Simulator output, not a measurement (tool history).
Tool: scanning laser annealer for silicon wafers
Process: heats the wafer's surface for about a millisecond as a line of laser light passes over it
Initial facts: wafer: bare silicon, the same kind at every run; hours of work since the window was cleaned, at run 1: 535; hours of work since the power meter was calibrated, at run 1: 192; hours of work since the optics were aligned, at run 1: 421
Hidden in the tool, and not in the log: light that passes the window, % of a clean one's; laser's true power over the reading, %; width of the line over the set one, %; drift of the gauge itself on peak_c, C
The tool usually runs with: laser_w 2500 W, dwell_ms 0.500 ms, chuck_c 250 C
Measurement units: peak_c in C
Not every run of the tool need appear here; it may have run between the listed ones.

| run | hour | laser_w | dwell_ms | chuck_c | hours of work since the window was cleaned | hours of work since the power meter was calibrated | hours of work since the optics were aligned | peak_c |
|---|---|---|---|---|---|---|---|---|
| 1 | 0.0 | 2500 | 0.500 | 250 | 535 | 192 | 421 | 1024 |
| 2 | 5.9 | 2500 | 0.500 | 250 | 539 | 196 | 425 | 1018 |
| 3 | 14.2 | 2682 | 0.500 | 250 | 544 | 202 | 431 | 1075 |
| 4 | 24.4 | 2682 | 0.500 | 250 | 551 | 209 | 437 | 1078 |
|  | 30.0 | optics aligned, line set to its width |
| 5 | 35.8 | 2682 | 0.500 | 250 | 555 | 213 | 4 | 1069 |
| 6 | 44.7 | 2682 | 0.500 | 250 | 561 | 219 | 10 | 1069 |
| 7 | 53.6 | 2682 | 0.500 | 250 | 567 | 224 | 16 | 1070 |
| 8 | 59.1 | 2595 | 0.352 | 236 | 571 | 228 | 19 | 885 |
|  | 65.3 | optics aligned, line set to its width, once more |
| 9 | 70.9 | 2140 | 0.500 | 250 | 575 | 233 | 4 | 914 |
| 10 | 80.3 | 2140 | 0.458 | 219 | 581 | 239 | 10 | 848 |
| 11 | 88.6 | 2140 | 0.458 | 219 | 587 | 244 | 15 | 847 |
| 12 | 93.8 | 2534 | 0.425 | 235 | 590 | 248 | 19 | 949 |
| 13 | 98.7 | 2534 | 0.425 | 235 | 593 | 251 | 22 | 949 |

How the hidden state differs across the entries between the runs, from the last listed run before each to the first after it:
From run 4 to run 5: optics aligned, line set to its width (hour 30.0)
  light that passes the window, % of a clean one's: 96.74 -> 96.71; laser's true power over the reading, %: -0.13 -> -0.12; width of the line over the set one, %: 2.01 -> 3.17
  what was measured, less what the result would be without the hidden state, peak_c: -36 -> -41 C
From run 8 to run 9: optics aligned, line set to its width, once more (hour 65.3)
  light that passes the window, % of a clean one's: 96.63 -> 96.6; laser's true power over the reading, %: -0.12 -> -0.11; width of the line over the set one, %: 3.24 -> 0.11
  what was measured, less what the result would be without the hidden state, peak_c: -33 -> -25 C
